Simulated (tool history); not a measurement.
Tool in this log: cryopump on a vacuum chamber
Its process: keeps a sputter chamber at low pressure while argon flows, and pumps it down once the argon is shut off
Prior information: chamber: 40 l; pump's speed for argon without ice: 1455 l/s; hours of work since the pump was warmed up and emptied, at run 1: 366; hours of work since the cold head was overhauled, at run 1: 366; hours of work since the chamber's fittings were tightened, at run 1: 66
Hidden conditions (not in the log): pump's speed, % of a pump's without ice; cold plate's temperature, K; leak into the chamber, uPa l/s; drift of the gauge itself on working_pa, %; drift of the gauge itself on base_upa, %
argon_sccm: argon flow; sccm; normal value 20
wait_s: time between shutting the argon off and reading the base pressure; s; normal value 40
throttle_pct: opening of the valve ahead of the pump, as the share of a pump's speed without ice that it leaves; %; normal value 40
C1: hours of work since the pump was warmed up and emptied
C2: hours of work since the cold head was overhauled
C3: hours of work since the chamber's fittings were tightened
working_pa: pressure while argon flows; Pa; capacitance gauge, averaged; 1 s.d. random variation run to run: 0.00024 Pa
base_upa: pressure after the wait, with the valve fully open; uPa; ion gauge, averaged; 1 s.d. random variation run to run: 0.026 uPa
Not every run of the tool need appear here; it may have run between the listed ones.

Run 1, hour 0: usual settings; C1 366; C2 366; C3 66. Result: working_pa 0.0599 Pa, base_upa 1.23 uPa.
Run 2, hour 14.1: usual settings; C1 375; C2 375; C3 75. Result: working_pa 0.0598 Pa, base_upa 1.18 uPa.
Run 3, hour 25.8: usual settings; C1 382; C2 382; C3 82. Result: working_pa 0.0602 Pa, base_upa 1.18 uPa.
Run 4, hour 42: usual settings but throttle_pct 15 %; C1 392; C2 392; C3 92. Result: working_pa 0.1565 Pa, base_upa 1.16 uPa.
Run 5, hour 50.9: usual settings but wait_s 266 s; C1 398; C2 398; C3 98. Result: working_pa 0.0599 Pa, base_upa 0.47 uPa.
Run 6, hour 62.3: usual settings; C1 405; C2 405; C3 105. Result: working_pa 0.06 Pa, base_upa 1.2 uPa.
Run 7, hour 74.4: usual settings; C1 412; C2 412; C3 112. Result: working_pa 0.0601 Pa, base_upa 1.23 uPa.
Run 8, hour 90.7: usual settings but argon_sccm 10 sccm, wait_s 73 s, throttle_pct 17 %; C1 422; C2 422; C3 122. Result: working_pa 0.0693 Pa, base_upa 0.81 uPa.
Run 9, hour 100.5: usual settings; C1 428; C2 428; C3 128. Result: working_pa 0.0599 Pa, base_upa 1.22 uPa.
Run 10, hour 115.6: usual settings but argon_sccm 34 sccm, wait_s 222 s; C1 438; C2 438; C3 138. Result: working_pa 0.1015 Pa, base_upa 0.5 uPa.
Run 11, hour 127.9: usual settings but argon_sccm 13 sccm, wait_s 222 s, throttle_pct 23 %; C1 445; C2 445; C3 145. Result: working_pa 0.0675 Pa, base_upa 0.48 uPa.
Run 12, hour 141.1: usual settings but argon_sccm 12 sccm, wait_s 63 s; C1 454; C2 454; C3 154. Result: working_pa 0.0359 Pa, base_upa 0.91 uPa.
Run 13, hour 149.1: usual settings but argon_sccm 13 sccm, throttle_pct 18 %; C1 458; C2 458; C3 159. Result: working_pa 0.0853 Pa, base_upa 1.27 uPa.

Branching from run 13: 3 alternative next runs. What would each branch give?
Run A, hour 165.7: usual settings but argon_sccm 15 sccm, wait_s 53 s, throttle_pct 18 %; C1 469; C2 469; C3 169. Result: working_pa ?, base_upa ?.
Run B, hour 165.7: usual settings but argon_sccm 22 sccm; C1 469; C2 469; C3 169. Result: working_pa ?, base_upa ?.
Run C, hour 165.7: usual settings but argon_sccm 33 sccm, wait_s 163 s, throttle_pct 27 %; C1 469; C2 469; C3 169. Result: working_pa ?, base_upa ?.

run  working_pa  base_upa
  A      0.0989      1.01
  B      0.0663      1.22
  C      0.1452      0.64
Had the tool no hidden state, the same runs would have come out as:
run  working_pa  base_upa
  A      0.0972      0.86
  B       0.064      1.07
  C      0.1417      0.49
